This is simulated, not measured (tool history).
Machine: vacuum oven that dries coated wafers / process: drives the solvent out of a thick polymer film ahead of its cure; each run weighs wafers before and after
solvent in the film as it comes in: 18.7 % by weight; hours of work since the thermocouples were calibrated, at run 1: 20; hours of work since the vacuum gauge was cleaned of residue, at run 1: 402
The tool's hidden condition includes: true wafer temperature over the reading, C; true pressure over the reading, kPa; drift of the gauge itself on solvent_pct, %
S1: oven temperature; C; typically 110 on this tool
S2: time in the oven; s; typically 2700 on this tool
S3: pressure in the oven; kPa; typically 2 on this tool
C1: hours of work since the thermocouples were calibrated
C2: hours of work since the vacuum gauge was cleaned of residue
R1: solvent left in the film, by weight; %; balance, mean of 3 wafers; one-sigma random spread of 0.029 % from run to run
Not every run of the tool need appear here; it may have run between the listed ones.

{"run": 1, "hour": 0.0, "S1": 110, "S2": 2700, "S3": 2, "C1": 20, "C2": 402, "R1": 5.35}
{"run": 2, "hour": 24.7, "S1": 110, "S2": 2700, "S3": 2, "C1": 34, "C2": 415, "R1": 5.36}
{"run": 3, "hour": 41.3, "S1": 110, "S2": 2700, "S3": 2, "C1": 43, "C2": 424, "R1": 5.35}
{"run": 4, "hour": 59.0, "S1": 110, "S2": 2700, "S3": 2, "C1": 52, "C2": 434, "R1": 5.37}
{"run": 5, "hour": 81.8, "S1": 110, "S2": 2700, "S3": 2, "C1": 65, "C2": 447, "R1": 5.4}
{"run": 6, "hour": 95.9, "S1": 110, "S2": 2700, "S3": 2, "C1": 73, "C2": 454, "R1": 5.4}
{"run": 7, "hour": 117.4, "S1": 110, "S2": 2820, "S3": 2, "C1": 84, "C2": 466, "R1": 5.18}
{"run": 8, "hour": 132.2, "S1": 110, "S2": 2820, "S3": 2, "C1": 92, "C2": 474, "R1": 5.13}
{"run": 9, "hour": 153.7, "S1": 110, "S2": 3000, "S3": 2, "C1": 104, "C2": 486, "R1": 4.82}
{"run": 10, "hour": 168.3, "S1": 110, "S2": 3000, "S3": 2, "C1": 112, "C2": 494, "R1": 4.82}
{"run": 11, "hour": 188.2, "S1": 110, "S2": 3000, "S3": 2, "C1": 123, "C2": 505, "R1": 4.88}
{"run": 12, "hour": 212.5, "S1": 110, "S2": 3000, "S3": 2, "C1": 136, "C2": 518, "R1": 4.82}
{"run": 13, "hour": 226.9, "S1": 121, "S2": 2700, "S3": 2, "C1": 144, "C2": 526, "R1": 3.05}
{"run": 14, "hour": 238.3, "S1": 121, "S2": 2700, "S3": 2, "C1": 150, "C2": 532, "R1": 3.07}
{"run": 15, "hour": 262.5, "S1": 121, "S2": 2700, "S3": 2, "C1": 164, "C2": 545, "R1": 3.05}
{"run": 16, "hour": 285.4, "S1": 121, "S2": 2700, "S3": 2, "C1": 176, "C2": 558, "R1": 3.07}
{"run": 17, "hour": 306.8, "S1": 121, "S2": 2700, "S3": 2, "C1": 188, "C2": 569, "R1": 3.03}
{"run": 18, "hour": 317.6, "S1": 110, "S2": 1800, "S3": 2, "C1": 194, "C2": 575, "R1": 7.41}
{"run": 19, "hour": 335.6, "S1": 110, "S2": 1800, "S3": 2, "C1": 203, "C2": 585, "R1": 7.37}
{"run": 20, "hour": 348.7, "S1": 110, "S2": 1800, "S3": 2, "C1": 211, "C2": 592, "R1": 7.36}
{"run": 21, "hour": 364.8, "S1": 110, "S2": 1800, "S3": 2, "C1": 219, "C2": 601, "R1": 7.41}
{"run": 22, "hour": 378.4, "S1": 110, "S2": 2700, "S3": 2, "C1": 227, "C2": 609, "R1": 5.34}
{"run": 23, "hour": 393.1, "S1": 110, "S2": 2700, "S3": 2, "C1": 235, "C2": 617, "R1": 5.26}
{"run": 24, "hour": 413.8, "S1": 102, "S2": 2700, "S3": 2, "C1": 246, "C2": 628, "R1": 7.23}
{"run": 25, "hour": 430.1, "S1": 102, "S2": 2700, "S3": 2, "C1": 255, "C2": 637, "R1": 7.27}
{"run": 26, "hour": 442.4, "S1": 123, "S2": 2700, "S3": 1.88, "C1": 262, "C2": 643, "R1": 2.63}
{"run": 27, "hour": 464.3, "S1": 111, "S2": 2280, "S3": 1.88, "C1": 274, "C2": 655, "R1": 5.89}
{"run": 28, "hour": 484.3, "S1": 104, "S2": 2940, "S3": 1.08, "C1": 285, "C2": 666, "R1": 5.79}
{"run": 29, "hour": 505.0, "S1": 124, "S2": 1860, "S3": 1.33, "C1": 296, "C2": 678, "R1": 3.84}
{"run": 30, "hour": 516.8, "S1": 109, "S2": 1920, "S3": 1.36, "C1": 302, "C2": 684, "R1": 6.99}
{"run": 31, "hour": 541.1, "S1": 106, "S2": 4080, "S3": 2.54, "C1": 316, "C2": 697, "R1": 4.6}
{"run": 32, "hour": 565.9, "S1": 103, "S2": 2280, "S3": 6.99, "C1": 329, "C2": 711, "R1": 10.6}
{"run": 33, "hour": 585.0, "S1": 103, "S2": 2280, "S3": 6.99, "C1": 340, "C2": 721, "R1": 10.63}
{"run": 34, "hour": 609.7, "S1": 102, "S2": 2700, "S3": 4.05, "C1": 353, "C2": 735, "R1": 8.47}
{"run": 35, "hour": 624.4, "S1": 107, "S2": 4620, "S3": 3.44, "C1": 361, "C2": 743, "R1": 4.5}
{"run": 36, "hour": 644.9, "S1": 105, "S2": 4680, "S3": 5.01, "C1": 372, "C2": 754, "R1": 6.04}
{"run": 37, "hour": 655.8, "S1": 105, "S2": 4680, "S3": 5.01, "C1": 378, "C2": 760, "R1": 5.98}
{"run": 38, "hour": 666.9, "S1": 100, "S2": 3480, "S3": 6.03, "C1": 384, "C2": 766, "R1": 9.31}
{"run": 39, "hour": 679.4, "S1": 110, "S2": 3840, "S3": 1.01, "C1": 391, "C2": 773, "R1": 3.05}
{"run": 40, "hour": 700.1, "S1": 104, "S2": 3840, "S3": 1.82, "C1": 403, "C2": 784, "R1": 4.86}
{"run": 41, "hour": 714.9, "S1": 110, "S2": 2820, "S3": 2, "C1": 411, "C2": 792, "R1": 5.07}
{"run": 42, "hour": 725.5, "S1": 120, "S2": 4260, "S3": 4.59, "C1": 416, "C2": 798, "R1": 2.91}
{"run": 43, "hour": 744.2, "S1": 110, "S2": 3540, "S3": 1.06, "C1": 427, "C2": 808, "R1": 3.43}
{"run": 44, "hour": 762.9, "S1": 110, "S2": 3120, "S3": 7.57, "C1": 437, "C2": 818, "R1": 7.65}
{"run": 45, "hour": 775.5, "S1": 110, "S2": 2700, "S3": 5.61, "C1": 444, "C2": 825, "R1": 7.07}
{"run": 46, "hour": 797.6, "S1": 98, "S2": 4800, "S3": 1.48, "C1": 456, "C2": 837, "R1": 4.96}
{"run": 47, "hour": 807.7, "S1": 121, "S2": 3180, "S3": 1.95, "C1": 461, "C2": 843, "R1": 2.35}

Difference, measured minus no-hidden-state, one row per run. Run-to-run variation is common to both terms; the gauge's own scatter need not be:
run=1 R1=+0.03
run=2 R1=+0.03
run=3 R1=+0.02
run=4 R1=+0.02
run=5 R1=+0.01
run=6 R1=+0.01
run=7 R1=+0
run=8 R1=+0.01
run=9 R1=-0.01
run=10 R1=-0.01
run=11 R1=-0.01
run=12 R1=-0.01
run=13 R1=-0.01
run=14 R1=-0.02
run=15 R1=-0.02
run=16 R1=-0.02
run=17 R1=-0.02
run=18 R1=-0.05
run=19 R1=-0.05
run=20 R1=-0.06
run=21 R1=-0.06
run=22 R1=-0.06
run=23 R1=-0.06
run=24 R1=-0.06
run=25 R1=-0.06
run=26 R1=-0.04
run=27 R1=-0.08
run=28 R1=-0.08
run=29 R1=-0.08
run=30 R1=-0.09
run=31 R1=-0.08
run=32 R1=-0.13
run=33 R1=-0.14
run=34 R1=-0.13
run=35 R1=-0.08
run=36 R1=-0.12
run=37 R1=-0.12
run=38 R1=-0.16
run=39 R1=-0.08
run=40 R1=-0.11
run=41 R1=-0.13
run=42 R1=-0.06
run=43 R1=-0.1
run=44 R1=-0.19
run=45 R1=-0.17
run=46 R1=-0.12
run=47 R1=-0.08
